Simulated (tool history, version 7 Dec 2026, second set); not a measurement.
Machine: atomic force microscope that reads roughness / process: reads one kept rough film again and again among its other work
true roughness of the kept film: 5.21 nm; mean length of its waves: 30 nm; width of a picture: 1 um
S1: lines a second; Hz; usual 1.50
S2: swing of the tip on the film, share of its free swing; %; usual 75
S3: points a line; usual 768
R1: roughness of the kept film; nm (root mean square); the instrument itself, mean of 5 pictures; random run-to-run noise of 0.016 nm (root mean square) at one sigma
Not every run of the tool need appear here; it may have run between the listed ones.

run	hour	S1	S2	S3	R1
1	0.0	1.50	75	768	3.411
2	11.6	1.50	75	768	3.338
3	21.9	1.50	68	768	3.430
4	29.4	0.80	68	768	3.530
5	44.9	0.80	68	768	3.455
# hour 57.7: new tip fitted
6	62.4	1.50	75	768	3.948
7	71.4	1.50	75	351	3.906
8	87.2	1.50	75	718	3.829
9	94.5	1.50	75	718	3.823
10	110.4	1.50	75	718	3.747
11	120.9	1.50	75	357	3.658

What does the tool deliver on the next run?
12	138.1	0.73	75	357	?

R1: 3.794 nm (root mean square)
Without the tool's hidden state the same run would have given R1 4.202 nm (root mean square).
